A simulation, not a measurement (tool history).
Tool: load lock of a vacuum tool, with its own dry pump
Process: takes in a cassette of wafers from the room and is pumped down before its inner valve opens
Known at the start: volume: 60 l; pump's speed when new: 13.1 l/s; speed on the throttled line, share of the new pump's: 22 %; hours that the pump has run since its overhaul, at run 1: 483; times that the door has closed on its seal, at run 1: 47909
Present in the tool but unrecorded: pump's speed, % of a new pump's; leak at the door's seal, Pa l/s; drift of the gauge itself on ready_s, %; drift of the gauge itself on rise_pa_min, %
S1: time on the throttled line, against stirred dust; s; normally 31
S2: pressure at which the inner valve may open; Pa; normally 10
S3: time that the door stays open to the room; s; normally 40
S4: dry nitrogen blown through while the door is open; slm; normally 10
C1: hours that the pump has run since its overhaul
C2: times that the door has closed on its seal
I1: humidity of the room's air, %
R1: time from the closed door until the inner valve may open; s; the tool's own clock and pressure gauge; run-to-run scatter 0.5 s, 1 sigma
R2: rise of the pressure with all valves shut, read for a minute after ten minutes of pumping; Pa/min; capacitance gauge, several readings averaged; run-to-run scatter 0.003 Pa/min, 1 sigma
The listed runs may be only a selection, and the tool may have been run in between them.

| run | day | S1 | S2 | S3 | S4 | C1 | C2 | I1 | R1 | R2 |
|---|---|---|---|---|---|---|---|---|---|---|
| 1 | 0 | 31 | 10 | 40 | 10 | 483 | 47909 | 43.3 | 66.4 | 0.103 |
| 2 | 3.162 | 31 | 10 | 40 | 10 | 559 | 48233 | 44.5 | 67 | 0.104 |
| 3 | 7.658 | 31 | 10 | 40 | 10 | 667 | 48693 | 43.5 | 66.3 | 0.098 |
| 4 | 11.208 | 31 | 10 | 40 | 10 | 752 | 49057 | 42.1 | 67.3 | 0.099 |
| 5 | 15.55 | 34 | 10 | 40 | 10 | 856 | 49502 | 44.5 | 69.4 | 0.098 |
| 6 | 18.425 | 34 | 10 | 40 | 10 | 925 | 49797 | 46.9 | 69.1 | 0.103 |
| 7 | 21.388 | 34 | 10 | 78 | 10 | 996 | 50100 | 47.3 | 69.3 | 0.118 |
| 8 | 23.958 | 34 | 10 | 78 | 10 | 1058 | 50364 | 42.4 | 69.5 | 0.114 |
| 9 | 27.683 | 31 | 9 | 40 | 10 | 1147 | 50745 | 41.6 | 66.7 | 0.107 |
| 10 | 30.633 | 31 | 9 | 40 | 10 | 1218 | 51047 | 44.7 | 67.3 | 0.103 |
| 11 | 35.096 | 31 | 10 | 40 | 10 | 1325 | 51504 | 49.3 | 67.2 | 0.108 |
| 12 | 37.346 | 31 | 10 | 40 | 10 | 1379 | 51735 | 47.5 | 66.8 | 0.107 |
| 13 | 40.25 | 31 | 10 | 40 | 10 | 1449 | 52033 | 43.7 | 66.9 | 0.106 |
| 14 | 42.592 | 31 | 10 | 40 | 10 | 1505 | 52272 | 42.6 | 66.9 | 0.108 |
| 15 | 45.458 | 31 | 10 | 40 | 10 | 1574 | 52566 | 44.1 | 66.5 | 0.107 |
| 16 | 48.788 | 31 | 10 | 40 | 9 | 1654 | 52907 | 43.5 | 66.5 | 0.112 |
| 17 | 52.75 | 31 | 10 | 40 | 9 | 1749 | 53313 | 45 | 66.9 | 0.111 |
| 18 | 55.917 | 31 | 10 | 40 | 9 | 1825 | 53637 | 45.8 | 67.6 | 0.117 |
| 19 | 60.325 | 31 | 12 | 199 | 9 | 1931 | 54089 | 44.3 | 66.1 | 0.155 |
| 20 | 63.329 | 60 | 13 | 33 | 19 | 2003 | 54397 | 50.2 | 87 | 0.103 |
| 21 | 66.717 | 60 | 13 | 33 | 19 | 2084 | 54744 | 42.2 | 88.8 | 0.1 |
| 22 | 70.938 | 60 | 13 | 33 | 19 | 2185 | 55177 | 46 | 88.6 | 0.102 |
| 23 | 75.004 | 16 | 16 | 26 | 20 | 2283 | 55593 | 45.6 | 53.1 | 0.098 |
| 24 | 78.267 | 16 | 16 | 26 | 20 | 2361 | 55927 | 44.8 | 52.7 | 0.099 |
| 25 | 82.688 | 16 | 16 | 26 | 20 | 2467 | 56380 | 40.7 | 53.1 | 0.104 |
| 26 | 85.321 | 16 | 16 | 26 | 20 | 2531 | 56650 | 44.2 | 53 | 0.104 |
| 27 | 89.825 | 16 | 16 | 26 | 20 | 2639 | 57111 | 45.4 | 53.5 | 0.102 |
| 28 | 93.067 | 16 | 16 | 26 | 20 | 2716 | 57443 | 45.3 | 52.8 | 0.117 |
| 29 | 95.104 | 16 | 16 | 26 | 20 | 2765 | 57652 | 45.4 | 53.2 | 0.105 |
| 30 | 98.233 | 16 | 16 | 26 | 20 | 2841 | 57973 | 47.1 | 53.6 | 0.109 |
| 31 | 101.283 | 31 | 8 | 39 | 11 | 2914 | 58285 | 46.7 | 68.5 | 0.119 |
| 32 | 103.404 | 31 | 10 | 33 | 10 | 2965 | 58503 | 44.7 | 67.6 | 0.115 |
| 33 | 106.608 | 31 | 10 | 33 | 10 | 3042 | 58831 | 43.5 | 67.4 | 0.117 |
| 34 | 110.625 | 18 | 17 | 107 | 23 | 3138 | 59242 | 46.2 | 54.5 | 0.129 |
| 35 | 112.575 | 33 | 17 | 102 | 23 | 3185 | 59442 | 41.7 | 67.4 | 0.125 |
| 36 | 117.071 | 19 | 8 | 102 | 6 | 3293 | 59903 | 40.7 | 59.5 | 0.147 |

3 options for the next run, each taken on its own from the tool as it stands now. Forecast them:
| A | 120.371 | 31 | 11 | 40 | 14 | 3372 | 60241 | 46 | ? | ? |
| B | 120.371 | 31 | 10 | 149 | 10 | 3372 | 60241 | 45.1 | ? | ? |
| C | 120.371 | 16 | 10 | 40 | 11 | 3372 | 60241 | 47.3 | ? | ? |

| run | R1 | R2 |
|---|---|---|
| A | 66.8 | 0.121 |
| B | 67.8 | 0.159 |
| C | 56 | 0.132 |
What these runs would have given with no unlogged condition in the tool:
| run | R1 | R2 |
|---|---|---|
| A | 66.1 | 0.03 |
| B | 67 | 0.069 |
| C | 55.2 | 0.042 |
